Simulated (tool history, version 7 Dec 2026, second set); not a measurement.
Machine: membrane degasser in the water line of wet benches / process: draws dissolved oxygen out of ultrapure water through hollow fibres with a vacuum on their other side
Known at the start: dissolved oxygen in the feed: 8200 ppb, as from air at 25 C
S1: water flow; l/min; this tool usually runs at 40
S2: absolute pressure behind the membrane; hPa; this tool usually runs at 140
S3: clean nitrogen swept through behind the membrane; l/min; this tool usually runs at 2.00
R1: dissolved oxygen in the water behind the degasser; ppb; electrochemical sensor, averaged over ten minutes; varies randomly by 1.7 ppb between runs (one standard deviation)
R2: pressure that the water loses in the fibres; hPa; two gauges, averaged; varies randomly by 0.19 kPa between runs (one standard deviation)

run    hour  S1   S2    S3      R1     R2
  1     0.0  40  140  2.00   465.5  390.0
  2    90.1  40  140  2.79   353.3  386.5
  3   187.2  43  140  2.79   375.2  415.9
  4   268.2  40  140  2.00   468.1  386.1
  5   350.6  34  140  2.00   403.5  331.9
  6   504.2  40  140  2.00   465.9  389.1
  7   599.2  40  175  2.00   605.2  390.5
  8   749.9  40  140  2.00   466.1  390.1
  9   912.2  40  140  2.00   462.3  387.5
 10  1069.9  40  140  2.00   464.6  389.7
 11  1198.0  40  140  2.00   465.8  392.1
 12  1328.4  40  140  2.00   466.0  391.7
 13  1525.8  40  140  1.59   565.9  389.6
 14  1613.9  29  140  2.00   347.4  282.3
 15  1790.1  29  140  2.00   350.8  277.9
 16  1922.6  29  140  2.00   349.9  284.0
 17  2108.2  29  178  3.06   319.9  285.1
 18  2218.3  40  273  2.00   965.7  392.7
 19  2324.3  40  109  2.00   340.2  391.0
 20  2406.4  40  109  2.00   340.9  391.4
 21  2558.7  45  246  2.87   718.1  444.9
 22  2739.4  29  307  4.92   379.6  286.9
 23  2849.6  51  139  0.81  1104.7  503.3
 24  3045.3  40  213  3.20   502.2  389.2
 25  3146.8  34  158  4.98   208.7  333.9
 26  3232.1  36  158  0.97   870.6  355.9
 27  3361.1  36  158  2.30   435.5  354.4
 28  3530.6  36  158  2.30   433.3  358.6
 29  3670.3  36  158  2.30   433.8  352.7
     3817.8  -- vacuum gauge calibrated
 30  3832.8  36  158  2.30   436.5  357.3
 31  3968.9  36  158  2.30   435.8  352.5

Predict each of these 4 candidate next runs independently; none follows another, all start after run 31:
  A  4132.8  28   89  2.30   ?   ?
  B  4132.8  55  121  3.25   ?   ?
  C  4132.8  48  140  2.05   ?   ?
  D  4132.8  36  294  2.30   ?   ?

run     R1     R2
  A  162.2  279.0
  B  348.8  548.2
  C  535.5  474.9
  D  855.1  360.2
Had the tool no hidden state, the same runs would have come out as:
run     R1     R2
  A  162.1  273.1
  B  348.7  536.5
  C  535.4  464.7
  D  855.0  352.5
